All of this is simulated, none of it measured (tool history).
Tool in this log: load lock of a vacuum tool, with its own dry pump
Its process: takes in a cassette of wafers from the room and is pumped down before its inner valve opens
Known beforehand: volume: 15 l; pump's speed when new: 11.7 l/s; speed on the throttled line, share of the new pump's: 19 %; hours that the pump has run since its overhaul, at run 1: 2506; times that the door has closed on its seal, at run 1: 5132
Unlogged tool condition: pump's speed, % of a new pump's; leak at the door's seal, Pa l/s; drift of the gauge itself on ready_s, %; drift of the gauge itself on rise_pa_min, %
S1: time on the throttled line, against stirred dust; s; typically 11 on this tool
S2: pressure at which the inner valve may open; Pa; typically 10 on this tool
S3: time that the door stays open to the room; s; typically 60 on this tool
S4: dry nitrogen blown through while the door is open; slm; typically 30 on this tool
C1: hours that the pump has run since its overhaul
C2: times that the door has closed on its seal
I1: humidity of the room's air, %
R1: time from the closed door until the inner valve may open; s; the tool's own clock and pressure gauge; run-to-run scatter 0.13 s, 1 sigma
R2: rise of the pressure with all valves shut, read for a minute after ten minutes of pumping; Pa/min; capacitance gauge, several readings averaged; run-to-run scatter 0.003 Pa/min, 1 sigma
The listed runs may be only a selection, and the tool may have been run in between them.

run    hour  S1  S2   S3  S4    C1     C2    I1    R1     R2
  1       0  11  10   60  30  2506   5132  45.3  21.1  0.051
  2    53.3  11  10   60  30  2559   5338  41.8  21.4  0.054
  3   153.6  11  10   60  30  2659   5726  46.5  21.3  0.056
  4   260.2  11  10   31  30  2766   6139  47.5    21  0.055
  5   358.3  11  10   31  30  2864   6519  44.7  21.3  0.046
  6   416.1  11  14   60  30  2922   6742  41.6  20.9  0.055
  7   464.1  11  14   60  30  2970   6928  47.1  20.8  0.061
  8   557.3  11  14   60  30  3063   7289  44.8  20.6  0.062
  9   615.8  11  10   60  21  3122   7515  42.8  21.4  0.065
 10     690  11  10   60  21  3196   7802  46.7  21.3  0.067
 11   752.6  11  16   60  30  3258   8044  43.6  20.5  0.059
 12     863  11  16   60  30  3369   8472  43.9  20.8  0.057
 13   950.1  11  16   60  30  3456   8809  44.2  20.6  0.063
 14  1042.8  11  10   60  30  3549   9168  43.1  21.3  0.069
 15  1098.9  11  10   57  30  3605   9385  44.2  21.3  0.067
 16  1182.2  11  10   57  30  3688   9707  43.6  21.4  0.066
 17    1278  11  10   60  30  3784  10078  42.6  21.3   0.07
 18  1350.1  11  10   60   7  3856  10357  48.4  21.4   0.09
 19  1431.6  11  10   60  30  3937  10672  46.7  21.4  0.071
 20  1528.8  11  10   60  30  4035  11049  43.2  21.5  0.073
 21    1593  11  10   60  30  4099  11297  46.5  21.5  0.081
 22    1669  11  10   60  30  4175  11591  45.8  21.3  0.079
 23  1740.5   7  11   60  30  4246  11868  47.4  18.2  0.076
 24  1850.1  10  18  151  21  4356  12292  44.5  19.8  0.095
 25  1956.6  11  19   60  25  4462  12705    47  20.6  0.083
 26    2049  14  10  113  30  4555  13062  47.6  23.7   0.09
 27  2096.2  14  10  113  30  4602  13245  43.6  23.7  0.093
 28  2150.1   7   9   60   7  4656  13454    47  18.2  0.105
 29  2233.1   7   9   60  10  4739  13775  45.9  18.2    0.1
 30  2341.3  10   7   59   5  4847  14194  46.9  21.3  0.108
 31  2409.8   8  10   60   6  4916  14459  44.5  19.3  0.108
 32  2491.2   8  10   60   6  4997  14774  45.7  19.1  0.111
 33  2536.5   8  10   60   6  5042  14949  45.7  19.3  0.112
 34  2592.7  13  16  216   6  5099  15167  43.4  22.3   0.14
 35  2680.7  19  10   42  18  5187  15507  41.2  27.7  0.092
 36  2777.3  19  10   42  18  5283  15881  45.1  27.8  0.096
 37  2851.5  19  10   42  18  5357  16168  44.7  27.9  0.099
 38  2941.7   8  10   42  18  5448  16517    45  19.1  0.097

The same runs without the tool's hidden state, with the same run-to-run variation:
run    R1     R2
  1  20.8  0.037
  2    21  0.039
  3  20.9   0.04
  4  20.6  0.037
  5  20.9  0.027
  6  20.5  0.035
  7  20.4  0.041
  8  20.2  0.041
  9  20.9  0.043
 10  20.8  0.044
 11  20.1  0.035
 12  20.4  0.032
 13  20.2  0.037
 14  20.8  0.041
 15  20.9   0.04
 16    21  0.037
 17  20.8  0.039
 18  20.9  0.059
 19  20.9  0.038
 20    21  0.038
 21    21  0.045
 22  20.7  0.043
 23  17.6  0.039
 24  19.2  0.056
 25  20.1  0.042
 26  23.2  0.048
 27  23.1   0.05
 28  17.6   0.06
 29  17.6  0.054
 30  20.6  0.061
 31  18.7  0.059
 32  18.4   0.06
 33  18.6  0.061
 34  21.7  0.088
 35  27.1  0.038
 36  27.3   0.04
 37  27.4  0.043
 38  18.4  0.039

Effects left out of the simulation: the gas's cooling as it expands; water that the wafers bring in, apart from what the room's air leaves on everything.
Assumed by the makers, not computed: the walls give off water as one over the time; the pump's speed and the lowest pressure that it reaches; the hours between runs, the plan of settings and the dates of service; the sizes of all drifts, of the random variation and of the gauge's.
